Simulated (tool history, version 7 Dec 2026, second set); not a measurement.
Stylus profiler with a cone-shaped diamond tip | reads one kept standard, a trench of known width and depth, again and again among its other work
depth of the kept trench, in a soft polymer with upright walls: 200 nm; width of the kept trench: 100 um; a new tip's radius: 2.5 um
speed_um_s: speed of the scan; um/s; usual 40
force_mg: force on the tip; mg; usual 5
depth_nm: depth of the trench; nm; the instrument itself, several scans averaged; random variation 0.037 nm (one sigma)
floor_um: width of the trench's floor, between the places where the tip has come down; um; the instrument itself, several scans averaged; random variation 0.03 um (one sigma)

run	day	speed_um_s	force_mg	depth_nm	floor_um
1	0	40	5	205.27	97.87
2	2.833	40	5	205.29	97.85
3	5.229	40	5	205.25	97.8
4	7.125	40	5	205.26	97.79
5	10.5	40	5	205.33	97.87
6	11.962	40	11.92	209.16	97.83
7	14.058	40	6.78	206.4	97.77
8	15.738	40	6.78	206.4	97.8
9	18.562	40	6.78	206.46	97.85
10	20.196	40	6.78	206.5	97.82
11	23.283	40	6.78	206.5	97.8
# day 26.067: height scale calibrated on a step standard
12	26.388	40	5	204.94	97.85
13	29.558	40	5	205.01	97.81
14	31.479	40	2.28	202.95	97.73
15	34.979	40	2.28	202.97	97.73
16	38.025	40	5	204.98	97.73
17	40.292	40	5	204.94	97.72
18	42.679	40	5.31	205.18	97.78
19	45.267	40	5.31	205.26	97.71
20	47.979	40	5.31	205.21	97.75
21	51.183	40	5	205.02	97.73
22	53.083	112	5	205.03	97.56
23	56.375	112	5	205.03	97.45
24	58.067	112	5	205.15	97.49
25	60.554	69	2.33	203.12	97.51
26	63.658	69	2.33	203.16	97.49
27	66.512	53	1.91	202.82	97.52
28	68.146	53	1.91	202.87	97.57
29	71.388	53	1.91	202.79	97.55
30	74.033	53	11.2	208.68	97.72
31	77.358	68	5.91	205.81	97.66
32	80.508	68	5.91	205.85	97.6
33	83.05	93	7.47	206.72	97.54
34	84.771	93	7.47	206.67	97.54
35	87.2	40	1.9	202.95	97.59
36	89.788	54	7.95	207.1	97.64
37	92.033	74	2.05	203.14	97.43
38	94.85	65	3.66	204.38	97.58
39	97.933	65	3.66	204.39	97.52
40	100.912	128	13.92	210.14	97.56
41	102.417	22	2.44	203.43	97.65
42	104.321	15	2.74	203.7	97.71
43	106.558	87	5	205.4	97.55
44	109.546	22	1.83	203.04	97.65
45	111.812	15	12.17	209.39	97.7
46	113.512	15	12.17	209.44	97.74
# day 114.267: height scale calibrated on a step standard
47	116.708	15	12.17	208.99	97.76

Measured less the same run without the tool's hidden state. The same run-to-run variation is in both; the gauge's scatter may not be:
The hidden state here: radius of the tip, um; height scale over the true one, %; drift of the gauge itself on depth_nm, %; drift of the gauge itself on floor_um, %.
run	depth_nm	floor_um
1	+0.39	-0.1
2	+0.41	-0.1
3	+0.41	-0.11
4	+0.42	-0.11
5	+0.44	-0.12
6	+0.47	-0.12
7	+0.47	-0.12
8	+0.48	-0.13
9	+0.5	-0.13
10	+0.51	-0.14
11	+0.53	-0.14
12	+0.03	-0.14
13	+0.04	-0.15
14	+0.05	-0.16
15	+0.08	-0.16
16	+0.1	-0.17
17	+0.11	-0.17
18	+0.12	-0.17
19	+0.15	-0.18
20	+0.16	-0.18
21	+0.18	-0.19
22	+0.19	-0.19
23	+0.21	-0.19
24	+0.23	-0.2
25	+0.23	-0.21
26	+0.25	-0.21
27	+0.27	-0.22
28	+0.27	-0.22
29	+0.3	-0.23
30	+0.32	-0.23
31	+0.34	-0.23
32	+0.35	-0.24
33	+0.37	-0.24
34	+0.38	-0.24
35	+0.39	-0.25
36	+0.41	-0.25
37	+0.42	-0.26
38	+0.44	-0.26
39	+0.45	-0.27
40	+0.48	-0.28
41	+0.47	-0.28
42	+0.49	-0.28
43	+0.5	-0.28
44	+0.51	-0.29
45	+0.54	-0.29
46	+0.55	-0.29
47	+0.16	-0.3
